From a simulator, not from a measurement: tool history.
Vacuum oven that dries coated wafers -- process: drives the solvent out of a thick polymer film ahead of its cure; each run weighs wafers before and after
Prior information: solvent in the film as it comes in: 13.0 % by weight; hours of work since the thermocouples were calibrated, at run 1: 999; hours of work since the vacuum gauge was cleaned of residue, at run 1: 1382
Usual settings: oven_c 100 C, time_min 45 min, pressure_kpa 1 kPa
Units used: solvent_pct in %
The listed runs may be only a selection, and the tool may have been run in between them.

run,hour,oven_c,time_min,pressure_kpa,hours of work since the thermocouples were calibrated,hours of work since the vacuum gauge was cleaned of residue,solvent_pct
1,0,100,45,1,999,1382,2.73
2,60.5,100,45,3.37,1033,1417,6.04
3,106,102,45,1,1059,1443,2.51
4,180.9,100,45,1,1102,1486,2.76
5,252.9,100,45,1,1143,1527,2.84
6,294.4,100,45,1,1167,1550,2.89
7,362,100,45,1,1205,1589,2.82
# hour 418.1: oven's thermocouples calibrated
8,429.4,100,45,1,6,1626,2.67
9,512.7,100,45,1,54,1674,2.64
10,562.6,100,45,1,82,1702,2.63
11,625.8,100,45,1,119,1739,2.66
12,698.4,100,45,3.94,160,1780,6.55
13,781.8,100,45,3.94,208,1828,6.58
14,865.2,100,45,1,255,1875,2.73
15,928.3,100,45,1,291,1911,2.71
16,994.9,100,45,1,329,1949,2.9
17,1071.9,100,23,1,373,1993,4.31
18,1140.9,100,53,1,413,2032,2.81
19,1183.8,100,53,1,437,2057,2.84
# hour 1192.8: vacuum gauge cleaned of residue and calibrated
20,1235.7,100,53,1,466,24,1.63
21,1319.1,100,53,1,513,72,1.71
22,1356.8,89,59,1,535,94,3
23,1441,89,59,1,583,142,2.99
24,1486.9,89,59,1,609,168,3.09
25,1572.3,89,59,1,658,217,3.13
26,1638.2,100,33,1,696,254,2.49
27,1701.8,100,44,2.56,732,290,4.1
28,1767.3,90,56,1.59,769,328,4.4
29,1837.1,90,56,0.64,809,368,2.6
30,1888.3,89,36,0.54,838,397,3.95
31,1930.8,89,36,0.54,862,421,3.95
32,2008,102,47,1.46,907,465,2.46
33,2090,88,49,1.67,953,512,5.44
34,2140.7,97,22,0.81,982,541,4.35
35,2179.9,97,22,0.81,1005,563,4.44
36,2263.2,111,49,2.3,1052,611,2.58
37,2347.6,111,49,2.3,1100,659,2.6
38,2417.8,113,45,3.59,1140,699,3.69
39,2466.6,112,30,2.02,1168,727,2.7

3 options for the next run, each taken on its own from the tool as it stands now. Forecast them:
A,2511.5,99,30,2.7,1194,753,?
B,2511.5,104,59,2.02,1194,753,?
C,2511.5,88,28,1.59,1194,753,?

run,solvent_pct
A,5.89
B,3.06
C,7.09
What these runs would have given with no unlogged condition in the tool:
run,solvent_pct
A,4.84
B,2.38
C,5.91

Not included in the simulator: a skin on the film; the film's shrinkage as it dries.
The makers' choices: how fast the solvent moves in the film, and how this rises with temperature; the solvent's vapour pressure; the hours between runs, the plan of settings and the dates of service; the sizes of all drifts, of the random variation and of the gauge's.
